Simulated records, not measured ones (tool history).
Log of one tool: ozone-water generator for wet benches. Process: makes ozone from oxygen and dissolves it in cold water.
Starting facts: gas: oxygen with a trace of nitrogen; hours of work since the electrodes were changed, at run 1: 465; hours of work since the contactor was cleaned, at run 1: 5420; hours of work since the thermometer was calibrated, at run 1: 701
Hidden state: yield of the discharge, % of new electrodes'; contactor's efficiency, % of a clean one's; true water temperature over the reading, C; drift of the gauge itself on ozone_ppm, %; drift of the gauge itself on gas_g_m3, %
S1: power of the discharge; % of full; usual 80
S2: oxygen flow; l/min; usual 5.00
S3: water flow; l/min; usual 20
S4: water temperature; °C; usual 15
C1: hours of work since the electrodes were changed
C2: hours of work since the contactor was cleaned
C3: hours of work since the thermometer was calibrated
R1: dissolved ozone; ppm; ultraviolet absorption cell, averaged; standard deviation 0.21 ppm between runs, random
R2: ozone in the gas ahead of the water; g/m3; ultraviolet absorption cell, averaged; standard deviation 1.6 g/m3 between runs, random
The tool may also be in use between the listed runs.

run,day,S1,S2,S3,S4,C1,C2,C3,R1,R2
1,0.000,80,5.00,20,15,465,5420,701,29.1,296.1
2,2.771,80,5.00,20,15,508,5463,744,29.1,297.4
3,4.704,80,5.00,20,15,538,5493,774,29.5,298.2
4,8.346,80,5.00,20,15,594,5549,830,29.1,298.8
5,10.400,80,5.00,20,12,626,5581,862,30.1,300.0
6,14.300,80,5.00,20,12,686,5641,922,30.0,295.6
7,17.896,80,5.00,20,12,742,5697,978,30.2,294.4
8,21.867,80,5.00,20,12,803,5758,1039,29.8,293.3
9,24.521,80,5.00,20,15,844,5799,1080,28.7,294.7
10,26.738,80,5.00,20,20,879,5833,1115,27.1,296.0
11,29.342,80,5.00,20,20,919,5873,1155,26.9,295.6
# day 29.942: contactor cleaned
12,32.417,80,5.00,20,20,964,38,1200,26.4,295.8
13,35.175,80,5.00,20,10,1006,81,1243,30.3,293.8
14,37.212,80,5.00,14,15,1038,112,1274,39.4,294.5
15,40.400,80,5.00,14,15,1087,162,1323,39.2,297.2
16,45.029,80,5.00,14,15,1159,233,1395,38.7,296.0
17,47.779,80,5.00,22,10,1201,276,1437,26.7,294.8
18,50.512,58,5.00,20,14,1244,318,1480,22.7,241.3
19,53.362,58,5.00,20,14,1288,362,1524,22.9,238.9
20,56.583,58,5.00,20,14,1337,412,1574,22.8,238.5
# day 58.879: contactor cleaned, once more
21,58.925,80,5.00,28,15,1371,1,1607,21.1,295.5
22,63.088,80,5.00,28,15,1435,65,1672,20.5,295.5
23,65.275,75,6.89,19,15,1469,99,1705,32.2,249.9
24,69.375,83,5.14,20,15,1533,162,1769,30.8,299.4
25,73.296,83,2.72,20,15,1593,223,1829,25.1,369.3
26,75.433,80,5.00,20,18,1626,256,1862,28.4,293.1
27,77.512,44,3.22,20,18,1658,288,1895,17.1,233.6
28,79.992,44,3.22,20,18,1697,326,1933,17.1,231.1

Pick out some run-to-run changes in R1. Of each, how much would a tool without hidden state show as well, from the settings, what came in and chance, and how much is left for the hidden state and any gauge scatter not in both results compared?
Run 11 -> 12: contactor cleaned. R1 -0.5 ppm: hidden state -0.7, all else +0.2.
Run 16 -> 17: S3 14 -> 22, S4 15 -> 10. R1 -12.0 ppm: hidden state +0.4, all else -12.4.
Run 20 -> 21: S1 58 -> 80, S3 20 -> 28, S4 14 -> 15, contactor cleaned, once more. R1 -1.7 ppm: hidden state +1.6, all else -3.3.
Run 22 -> 23: S1 80 -> 75, S2 5.00 -> 6.89, S3 28 -> 19. R1 +11.7 ppm: hidden state -0.3, all else +12.0.

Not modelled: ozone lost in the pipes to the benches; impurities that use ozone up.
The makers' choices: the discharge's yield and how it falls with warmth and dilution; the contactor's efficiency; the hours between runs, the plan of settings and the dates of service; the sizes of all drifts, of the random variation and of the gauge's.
